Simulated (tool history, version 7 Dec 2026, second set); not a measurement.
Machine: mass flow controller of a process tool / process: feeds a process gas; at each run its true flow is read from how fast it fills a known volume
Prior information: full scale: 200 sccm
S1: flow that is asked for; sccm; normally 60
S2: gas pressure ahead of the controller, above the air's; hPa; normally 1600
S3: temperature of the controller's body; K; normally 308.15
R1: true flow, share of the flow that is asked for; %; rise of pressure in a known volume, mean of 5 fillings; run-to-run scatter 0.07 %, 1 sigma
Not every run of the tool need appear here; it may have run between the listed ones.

run	hour	S1	S2	S3	R1
1	0	60	1600	308.15	99.27
2	82.4	25	1600	308.15	98.5
3	137.9	25	1600	308.15	98.47
4	235.8	25	1600	308.15	98.39
5	318.3	25	1600	308.15	98.27
6	398	25	1600	308.15	98.11
7	463.4	58	1600	308.15	98.6
8	537.2	60	1600	308.15	98.53
9	586.2	60	1600	308.15	98.66
10	643.5	60	1600	308.15	98.36
11	717.5	76	2710	308.15	98.22
12	801.3	29	2710	297.15	96.14
13	887.9	29	1930	305.15	97.4
14	987.1	134	2280	308.15	98.79
15	1086.1	115	1600	308.15	98.67
16	1151.8	115	1520	308.15	98.66
17	1250.4	115	1520	308.15	100
18	1341.7	134	1860	297.15	98.69
19	1414.5	134	1860	297.15	98.82

Missing from the log above: 1 entry noted between runs. For each, name the pair of listed runs it sits between and say how the tool's hidden condition differs from the listed run just before to the listed run just after:
Run 16 -> run 17: gauge calibrated (hour 1186.2)
  drift of the gauge itself on true_pct, %: -1.38 -> -0.08
  what was measured, less what the result would be without the hidden state, R1: -1.39 -> -0.08 %

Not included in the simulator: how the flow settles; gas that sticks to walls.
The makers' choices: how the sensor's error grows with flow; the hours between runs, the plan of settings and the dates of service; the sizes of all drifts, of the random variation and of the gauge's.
